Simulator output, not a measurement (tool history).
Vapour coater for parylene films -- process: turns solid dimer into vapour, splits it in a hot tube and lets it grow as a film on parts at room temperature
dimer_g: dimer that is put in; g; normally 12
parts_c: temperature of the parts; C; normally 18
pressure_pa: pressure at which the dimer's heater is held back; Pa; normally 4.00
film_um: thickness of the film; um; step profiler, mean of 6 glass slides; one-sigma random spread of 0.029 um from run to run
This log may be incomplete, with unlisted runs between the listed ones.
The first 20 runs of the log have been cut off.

run 21 hour=353.7 | dimer_g=12 parts_c=18 pressure_pa=4.00 | film_um=3.71
run 22 hour=377.1 | dimer_g=14 parts_c=11 pressure_pa=5.97 | film_um=5.13
run 23 hour=399.1 | dimer_g=14 parts_c=11 pressure_pa=5.97 | film_um=5.06
run 24 hour=421.5 | dimer_g=7 parts_c=13 pressure_pa=5.14 | film_um=2.43
run 25 hour=433.2 | dimer_g=7 parts_c=13 pressure_pa=5.14 | film_um=2.42
run 26 hour=458.4 | dimer_g=12 parts_c=18 pressure_pa=4.71 | film_um=3.59
run 27 hour=471.3 | dimer_g=12 parts_c=27 pressure_pa=4.00 | film_um=2.78
run 28 hour=495.5 | dimer_g=12 parts_c=27 pressure_pa=4.00 | film_um=2.77
run 29 hour=509.0 | dimer_g=12 parts_c=27 pressure_pa=4.00 | film_um=2.74
run 30 hour=534.2 | dimer_g=9 parts_c=11 pressure_pa=4.00 | film_um=3.41
run 31 hour=553.8 | dimer_g=7 parts_c=19 pressure_pa=5.57 | film_um=1.99
run 32 hour=573.5 | dimer_g=12 parts_c=11 pressure_pa=7.20 | film_um=4.10
run 33 hour=586.9 | dimer_g=12 parts_c=19 pressure_pa=6.65 | film_um=3.23
run 34 hour=607.0 | dimer_g=12 parts_c=19 pressure_pa=6.65 | film_um=3.20

Below are 4 alternative next runs, each starting from the tool's condition after run 34. Predict each:
run A hour=631.8 | dimer_g=14 parts_c=18 pressure_pa=4.00 | film_um=?
run B hour=631.8 | dimer_g=20 parts_c=25 pressure_pa=5.93 | film_um=?
run C hour=631.8 | dimer_g=12 parts_c=19 pressure_pa=6.65 | film_um=?
run D hour=631.8 | dimer_g=18 parts_c=18 pressure_pa=3.95 | film_um=?

run=A film_um=4.12
run=B film_um=4.51
run=C film_um=3.23
run=D film_um=5.33
Stripped of hidden state, with their random variation kept, the same runs would have yielded:
run=A film_um=4.34
run=B film_um=4.76
run=C film_um=3.41
run=D film_um=5.61
